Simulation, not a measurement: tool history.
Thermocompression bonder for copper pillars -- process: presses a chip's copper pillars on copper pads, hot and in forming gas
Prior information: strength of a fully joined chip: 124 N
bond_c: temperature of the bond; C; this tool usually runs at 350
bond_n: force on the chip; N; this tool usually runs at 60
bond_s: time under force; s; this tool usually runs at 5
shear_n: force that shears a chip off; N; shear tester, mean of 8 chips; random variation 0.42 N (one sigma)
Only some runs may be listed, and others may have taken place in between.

| run | hour | bond_c | bond_n | bond_s | shear_n |
|---|---|---|---|---|---|
| 1 | 0 | 350 | 60 | 5 | 50.1 |
| 2 | 7.3 | 350 | 60 | 5 | 49.7 |
| 3 | 17.9 | 347 | 60 | 5 | 47.6 |
| 4 | 25.9 | 347 | 60 | 5 | 47.4 |
| 5 | 32.3 | 350 | 60 | 5 | 49.8 |
| 6 | 39.9 | 350 | 86 | 5 | 71.7 |
|  | 42.5 | heater calibrated with a thermocouple chip |
| 7 | 53.1 | 350 | 86 | 5 | 72.2 |
| 8 | 64.3 | 380 | 60 | 5 | 67.4 |
| 9 | 73.2 | 380 | 90 | 5 | 93.3 |
| 10 | 79 | 380 | 90 | 5 | 93.9 |
| 11 | 88.2 | 380 | 90 | 5 | 93.5 |
| 12 | 95.7 | 348 | 46 | 4 | 32.3 |
|  | 104.9 | heater calibrated with a thermocouple chip, once more |
| 13 | 109.2 | 333 | 46 | 4 | 25.8 |
| 14 | 118.3 | 333 | 46 | 4 | 25.1 |
| 15 | 130.1 | 360 | 38 | 5 | 31.4 |

Below are 3 alternative next runs, each starting from the tool's condition after run 15. Predict each:
| A | 139.1 | 360 | 51 | 8 | ? |
| B | 139.1 | 360 | 68 | 5 | ? |
| C | 139.1 | 340 | 43 | 8 | ? |

| run | shear_n |
|---|---|
| A | 53 |
| B | 60.9 |
| C | 35.1 |
With no hidden state in the tool, these same runs would have given:
| run | shear_n |
|---|---|
| A | 54.4 |
| B | 62.5 |
| C | 35.9 |

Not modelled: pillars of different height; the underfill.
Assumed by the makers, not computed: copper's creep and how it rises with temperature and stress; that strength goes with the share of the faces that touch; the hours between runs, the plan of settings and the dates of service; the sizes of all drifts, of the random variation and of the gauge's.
